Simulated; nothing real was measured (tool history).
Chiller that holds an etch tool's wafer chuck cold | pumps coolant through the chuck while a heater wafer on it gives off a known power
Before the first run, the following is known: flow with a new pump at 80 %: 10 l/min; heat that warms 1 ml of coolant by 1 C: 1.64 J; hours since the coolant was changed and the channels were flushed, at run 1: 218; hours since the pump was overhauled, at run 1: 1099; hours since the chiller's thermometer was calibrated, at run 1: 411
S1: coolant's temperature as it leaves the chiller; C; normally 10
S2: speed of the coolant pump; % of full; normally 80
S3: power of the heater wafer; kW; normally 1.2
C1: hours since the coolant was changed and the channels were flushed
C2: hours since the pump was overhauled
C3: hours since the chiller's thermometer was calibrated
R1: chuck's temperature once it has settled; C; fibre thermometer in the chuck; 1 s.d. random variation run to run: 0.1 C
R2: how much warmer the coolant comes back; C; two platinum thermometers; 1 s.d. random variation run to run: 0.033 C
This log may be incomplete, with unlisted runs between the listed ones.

{"run": 1, "hour": 0.0, "S1": 10, "S2": 80, "S3": 1.2, "C1": 218, "C2": 1099, "C3": 411, "R1": 18.9, "R2": 4.39}
{"run": 2, "hour": 26.6, "S1": 12, "S2": 80, "S3": 1.2, "C1": 245, "C2": 1126, "C3": 437, "R1": 20.8, "R2": 4.4}
{"run": 3, "hour": 67.6, "S1": 10, "S2": 80, "S3": 1.2, "C1": 286, "C2": 1167, "C3": 478, "R1": 18.9, "R2": 4.35}
{"run": 4, "hour": 112.8, "S1": 10, "S2": 80, "S3": 1.2, "C1": 331, "C2": 1212, "C3": 524, "R1": 18.9, "R2": 4.39}
{"run": 5, "hour": 164.5, "S1": 15, "S2": 80, "S3": 1.2, "C1": 382, "C2": 1264, "C3": 575, "R1": 23.8, "R2": 4.37}
{"run": 6, "hour": 210.8, "S1": 10, "S2": 80, "S3": 1.2, "C1": 429, "C2": 1310, "C3": 622, "R1": 18.7, "R2": 4.33}
{"run": 7, "hour": 260.4, "S1": 10, "S2": 80, "S3": 1.332, "C1": 478, "C2": 1360, "C3": 671, "R1": 19.8, "R2": 4.8}
{"run": 8, "hour": 288.8, "S1": 10, "S2": 80, "S3": 1.332, "C1": 507, "C2": 1388, "C3": 700, "R1": 19.7, "R2": 4.79}
{"run": 9, "hour": 326.4, "S1": 10, "S2": 80, "S3": 1.332, "C1": 544, "C2": 1426, "C3": 737, "R1": 19.8, "R2": 4.81}
{"run": 10, "hour": 354.1, "S1": 8, "S2": 80, "S3": 0.668, "C1": 572, "C2": 1454, "C3": 765, "R1": 12.8, "R2": 2.33}
{"run": 11, "hour": 389.8, "S1": 7, "S2": 67, "S3": 1.096, "C1": 608, "C2": 1489, "C3": 801, "R1": 16.3, "R2": 4.68}
{"run": 12, "hour": 417.9, "S1": 10, "S2": 76, "S3": 1.43, "C1": 636, "C2": 1517, "C3": 829, "R1": 20.9, "R2": 5.4}
{"run": 13, "hour": 458.3, "S1": 12, "S2": 80, "S3": 1.2, "C1": 676, "C2": 1558, "C3": 869, "R1": 20.8, "R2": 4.25}
{"run": 14, "hour": 503.1, "S1": 15, "S2": 84, "S3": 1.69, "C1": 721, "C2": 1603, "C3": 914, "R1": 27.2, "R2": 5.81}
{"run": 15, "hour": 556.8, "S1": 10, "S2": 95, "S3": 1.2, "C1": 775, "C2": 1656, "C3": 968, "R1": 18.1, "R2": 3.5}
{"run": 16, "hour": 608.4, "S1": 0, "S2": 64, "S3": 1.061, "C1": 826, "C2": 1708, "C3": 1019, "R1": 8.8, "R2": 4.7}
{"run": 17, "hour": 650.9, "S1": 0, "S2": 64, "S3": 1.061, "C1": 869, "C2": 1750, "C3": 1062, "R1": 9.1, "R2": 4.69}

Difference, measured minus no-hidden-state, one row per run. Run-to-run variation is common to both terms; the gauge's own scatter need not be:
Unlogged tool condition in this case: heat passed by the chuck's channels, % of clean ones'; flow at a given pump speed, % of a new pump's; coolant's true temperature over the reading, C; drift of the gauge itself on chuck_c, C; drift of the gauge itself on warmer_back_c, C.
run=1 R2=+0
run=2 R2=-0.01
run=3 R2=-0.01
run=4 R2=-0.03
run=5 R2=-0.05
run=6 R2=-0.06
run=7 R2=-0.08
run=8 R2=-0.09
run=9 R2=-0.1
run=10 R2=-0.11
run=11 R2=-0.12
run=12 R2=-0.13
run=13 R2=-0.13
run=14 R2=-0.14
run=15 R2=-0.17
run=16 R2=-0.18
run=17 R2=-0.19
For R1, the value without the hidden state is never more than 0.1 C from the measured value.
